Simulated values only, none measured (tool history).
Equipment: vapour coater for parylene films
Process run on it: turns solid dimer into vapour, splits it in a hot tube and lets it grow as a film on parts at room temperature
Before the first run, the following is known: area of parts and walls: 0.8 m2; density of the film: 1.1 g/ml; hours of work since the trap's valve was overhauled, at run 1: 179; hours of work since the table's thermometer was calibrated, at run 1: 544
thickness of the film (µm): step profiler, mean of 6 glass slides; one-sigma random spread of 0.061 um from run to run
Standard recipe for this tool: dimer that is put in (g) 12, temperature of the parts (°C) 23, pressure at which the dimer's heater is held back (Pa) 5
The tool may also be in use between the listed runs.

run   hour  dimer that is put in (g)  temperature of the parts (°C)  pressure at which the dimer's heater is held back (Pa)  hours of work since the trap's valve was overhauled  hours of work since the table's thermometer was calibrated  thickness of the film (µm)
  1      0                        12                             23                                                       5                                                  179                                                         544                         7.1
  2   21.3                        16                             23                                                       5                                                  194                                                         558                        9.46
  3     38                        16                             23                                                       5                                                  205                                                         570                        9.51
  4     68                        16                             23                                                       5                                                  226                                                         590                        9.35
  5   82.3                        12                             23                                                       5                                                  236                                                         600                        7.08
  6   99.6                        15                             23                                                       5                                                  248                                                         612                        8.94
  7  121.2                        15                             23                                                       5                                                  263                                                         627                         8.9
  8    150                        15                             23                                                   11.71                                                  282                                                         647                        7.43
  9  170.9                        15                             23                                                   11.71                                                  297                                                         661                         7.4
 10  192.7                        15                             23                                                   11.71                                                  312                                                         676                        7.61
 11  208.1                        18                             35                                                    3.69                                                  322                                                         687                        7.32
 12  224.4                        21                             24                                                   11.89                                                  334                                                         698                        9.94
 13  237.7                         5                             17                                                    7.31                                                  343                                                         707                        3.45
 14  251.8                        13                             23                                                       5                                                  353                                                         717                        7.81
 15  277.1                        12                             23                                                    4.07                                                  370                                                         734                        7.39
 16  298.9                        12                             23                                                    4.07                                                  385                                                         749                        7.37
 17  319.5                         6                             23                                                    6.85                                                  399                                                         764                        3.32
 18  334.5                         5                             23                                                    2.61                                                  409                                                         774                        3.38
 19  350.7                        16                             23                                                    5.74                                                  421                                                         785                        9.22
 20  378.1                        16                             23                                                    7.97                                                  439                                                         804                         8.6

Predict each of these 5 candidate next runs independently; none follows another, all start after run 20:
  A  396.2                        11                             28                                                    3.87                                                  452                                                         816                           ?
  B  396.2                        10                             18                                                    9.23                                                  452                                                         816                           ?
  C  396.2                         5                             25                                                       5                                                  452                                                         816                           ?
  D  396.2                        16                             17                                                    7.59                                                  452                                                         816                           ?
  E  396.2                        16                             20                                                    2.81                                                  452                                                         816                           ?

run  thickness of the film (µm)
  A                        5.79
  B                        6.18
  C                        2.75
  D                        10.8
  E                       12.03
Had the tool no hidden state, the same runs would have come out as:
run  thickness of the film (µm)
  A                        5.83
  B                        6.23
  C                        2.77
  D                       10.87
  E                       12.11
